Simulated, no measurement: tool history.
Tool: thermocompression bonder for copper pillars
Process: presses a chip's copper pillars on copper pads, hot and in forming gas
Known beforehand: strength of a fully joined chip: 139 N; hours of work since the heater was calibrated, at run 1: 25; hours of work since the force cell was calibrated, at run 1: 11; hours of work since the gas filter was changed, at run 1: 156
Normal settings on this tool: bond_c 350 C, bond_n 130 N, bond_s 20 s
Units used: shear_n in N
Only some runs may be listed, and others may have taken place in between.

| run | hour | bond_c | bond_n | bond_s | hours of work since the heater was calibrated | hours of work since the force cell was calibrated | hours of work since the gas filter was changed | shear_n |
|---|---|---|---|---|---|---|---|---|
| 1 | 0 | 350 | 130 | 20 | 25 | 11 | 156 | 96.2 |
| 2 | 7.6 | 350 | 130 | 20 | 30 | 17 | 161 | 95.1 |
| 3 | 20.2 | 351 | 130 | 20 | 39 | 25 | 170 | 96.3 |
| 4 | 28.5 | 351 | 97 | 20 | 45 | 31 | 176 | 88.9 |
| 5 | 38.6 | 351 | 97 | 20 | 52 | 39 | 183 | 87.1 |
| 6 | 47.7 | 351 | 97 | 20 | 59 | 45 | 190 | 87.8 |
| 7 | 54.7 | 351 | 97 | 20 | 64 | 50 | 195 | 86.5 |
| 8 | 65.8 | 351 | 97 | 20 | 71 | 58 | 202 | 87.1 |
| 9 | 75.3 | 350 | 82 | 20 | 78 | 64 | 209 | 80.8 |
| 10 | 84.8 | 356 | 82 | 20 | 85 | 71 | 216 | 85.9 |
| 11 | 94.1 | 356 | 82 | 20 | 91 | 78 | 222 | 86.6 |
| 12 | 101.6 | 356 | 82 | 20 | 97 | 83 | 228 | 85.1 |
|  | 113.6 | forming gas filter changed |
| 13 | 113.6 | 350 | 130 | 20 | 105 | 91 | 0 | 95.6 |
| 14 | 124 | 350 | 144 | 20 | 112 | 99 | 7 | 99 |
| 15 | 131.8 | 350 | 144 | 20 | 118 | 104 | 13 | 97.5 |
| 16 | 139 | 350 | 144 | 10 | 123 | 109 | 18 | 81.1 |
| 17 | 151 | 350 | 144 | 10 | 131 | 118 | 26 | 81.1 |
| 18 | 157.8 | 350 | 91 | 20 | 136 | 123 | 31 | 84 |
| 19 | 165.6 | 350 | 184 | 20 | 142 | 128 | 37 | 105.8 |
| 20 | 176.4 | 350 | 184 | 20 | 149 | 136 | 44 | 106 |
| 21 | 183.3 | 350 | 130 | 32 | 154 | 141 | 49 | 105.3 |
| 22 | 192.5 | 346 | 182 | 13 | 161 | 147 | 56 | 90.5 |
| 23 | 200.9 | 334 | 104 | 27 | 167 | 153 | 62 | 81.9 |
| 24 | 207.5 | 350 | 170 | 22 | 171 | 158 | 67 | 104.4 |
| 25 | 219.5 | 330 | 84 | 34 | 180 | 166 | 75 | 77.5 |
| 26 | 231.6 | 330 | 84 | 34 | 188 | 175 | 84 | 78.1 |
| 27 | 239.7 | 330 | 89 | 49 | 194 | 181 | 89 | 87.6 |
| 28 | 252.4 | 372 | 130 | 20 | 203 | 190 | 98 | 110.1 |
| 29 | 264.8 | 372 | 130 | 20 | 212 | 198 | 107 | 110.4 |
| 30 | 274.2 | 338 | 130 | 20 | 219 | 205 | 114 | 84.4 |
| 31 | 280.1 | 338 | 101 | 20 | 223 | 209 | 118 | 76.3 |
| 32 | 293.2 | 377 | 153 | 16 | 232 | 218 | 127 | 113.4 |
| 33 | 304.4 | 377 | 153 | 16 | 240 | 226 | 135 | 112.8 |
| 34 | 318 | 364 | 183 | 16 | 250 | 236 | 145 | 108.7 |
| 35 | 330 | 370 | 130 | 24 | 258 | 245 | 153 | 113.2 |
| 36 | 339.9 | 345 | 135 | 20 | 265 | 252 | 160 | 90.8 |
| 37 | 347.3 | 376 | 122 | 53 | 270 | 257 | 166 | 127 |
| 38 | 356.5 | 374 | 122 | 13 | 277 | 263 | 172 | 101 |
| 39 | 365.6 | 374 | 122 | 13 | 283 | 270 | 178 | 99 |

How would selected steps in shear_n from run to run divide? Give the signed amount a tool lacking its hidden state would still show from settings, what came in and random variation, and the signed amount left for the hidden state, including any gauge scatter that is not in both of the compared results.
The hidden state here: true temperature of the bond over the reading, C; force that reaches the chip, % of what is set; oxide that the forming gas leaves, % of the face; drift of the gauge itself on shear_n, %.
Run 24 -> 25: bond_c 350 -> 330, bond_n 170 -> 84, bond_s 22 -> 34. shear_n -26.9 N: hidden state +0.4, all else -27.3.
Run 31 -> 32: bond_c 338 -> 377, bond_n 101 -> 153, bond_s 20 -> 16. shear_n +37.1 N: hidden state -1, all else +38.1.
Run 36 -> 37: bond_c 345 -> 376, bond_n 135 -> 122, bond_s 20 -> 53. shear_n +36.2 N: hidden state -1.1, all else +37.3.
Run 37 -> 38: bond_c 376 -> 374, bond_s 53 -> 13. shear_n -26 N: hidden state +0.7, all else -26.7.
